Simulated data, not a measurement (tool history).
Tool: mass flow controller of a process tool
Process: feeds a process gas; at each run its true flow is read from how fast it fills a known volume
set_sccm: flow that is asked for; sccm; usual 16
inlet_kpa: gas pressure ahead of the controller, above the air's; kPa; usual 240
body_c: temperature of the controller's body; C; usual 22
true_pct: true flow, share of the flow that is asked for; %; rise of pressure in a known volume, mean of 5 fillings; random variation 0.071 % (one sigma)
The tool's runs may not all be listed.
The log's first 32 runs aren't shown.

run,hour,set_sccm,inlet_kpa,body_c,hours of work since the controller was set to zero,hours of work since the controller was changed,true_pct
33,3215.8,12,240,29,5322,5322,99.63
34,3321.9,5,165,21,5398,5398,99.92
35,3450.7,5,165,21,5489,5489,99.97
36,3542.3,5,165,21,5555,5555,100.15
37,3673.0,16,232,20,5648,5648,101.14
38,3788.5,2,232,33,5730,5730,99.00
39,3909.1,12,217,22,5816,5816,100.71
40,4028.2,15,168,32,5901,5901,100.33

Forecast run 41:
41,4106.3,15,236,22,5956,5956,?

{"run 41": {"true_pct": 101.12}}
Without the tool's hidden state the same run would have given true_pct 99.76 %.
